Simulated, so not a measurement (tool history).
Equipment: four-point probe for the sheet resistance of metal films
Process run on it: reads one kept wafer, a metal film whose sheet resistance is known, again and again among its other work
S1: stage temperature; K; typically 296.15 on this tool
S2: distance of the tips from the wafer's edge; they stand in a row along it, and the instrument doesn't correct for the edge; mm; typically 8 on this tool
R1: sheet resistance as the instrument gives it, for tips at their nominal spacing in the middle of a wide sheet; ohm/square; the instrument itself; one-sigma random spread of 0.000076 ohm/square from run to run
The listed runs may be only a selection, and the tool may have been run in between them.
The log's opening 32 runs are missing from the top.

Run 33, hour 597.4: usual settings but S1 292.15 K, S2 15 mm. Result: R1 0.376941 ohm/square.
Run 34, hour 618.0: usual settings but S1 299.15 K, S2 36 mm. Result: R1 0.376374 ohm/square.
Run 35, hour 646.7: usual settings but S1 299.15 K, S2 24 mm. Result: R1 0.376459 ohm/square.
Run 36, hour 662.4: usual settings but S1 293.15 K, S2 27 mm. Result: R1 0.376690 ohm/square.
Run 37, hour 690.6: usual settings but S1 293.15 K, S2 27 mm. Result: R1 0.376552 ohm/square.
Run 38, hour 705.1: usual settings but S1 302.15 K, S2 18 mm. Result: R1 0.376470 ohm/square.
Run 39, hour 719.4: usual settings but S1 293.15 K, S2 6 mm. Result: R1 0.377987 ohm/square.
Run 40, hour 747.9: usual settings but S1 294.15 K, S2 23 mm. Result: R1 0.376716 ohm/square.
Run 41, hour 773.7: usual settings but S1 306.15 K, S2 3 mm. Result: R1 0.381588 ohm/square.
Run 42, hour 787.3: usual settings but S1 300.15 K, S2 45 mm. Result: R1 0.376264 ohm/square.
Run 43, hour 810.4: usual settings but S1 299.15 K, S2 13 mm. Result: R1 0.376662 ohm/square.
Run 44, hour 836.0: usual settings but S1 299.15 K, S2 13 mm. Result: R1 0.376541 ohm/square.

Each row is a separate what-if for the run after 44, all from the same tool condition, not one after another. Results?
Run A, hour 851.7: usual settings but S1 299.15 K, S2 70 mm. Result: R1 ?.
Run B, hour 851.7: usual settings but S1 292.15 K, S2 6 mm. Result: R1 ?.
Run C, hour 851.7: usual settings but S2 54 mm. Result: R1 ?.

run        R1
  A  0.376345
  B  0.377679
  C  0.376376
Take away the tool's hidden state, keep each run's random variation, and the runs would have read:
run        R1
  A  0.377111
  B  0.378446
  C  0.377141

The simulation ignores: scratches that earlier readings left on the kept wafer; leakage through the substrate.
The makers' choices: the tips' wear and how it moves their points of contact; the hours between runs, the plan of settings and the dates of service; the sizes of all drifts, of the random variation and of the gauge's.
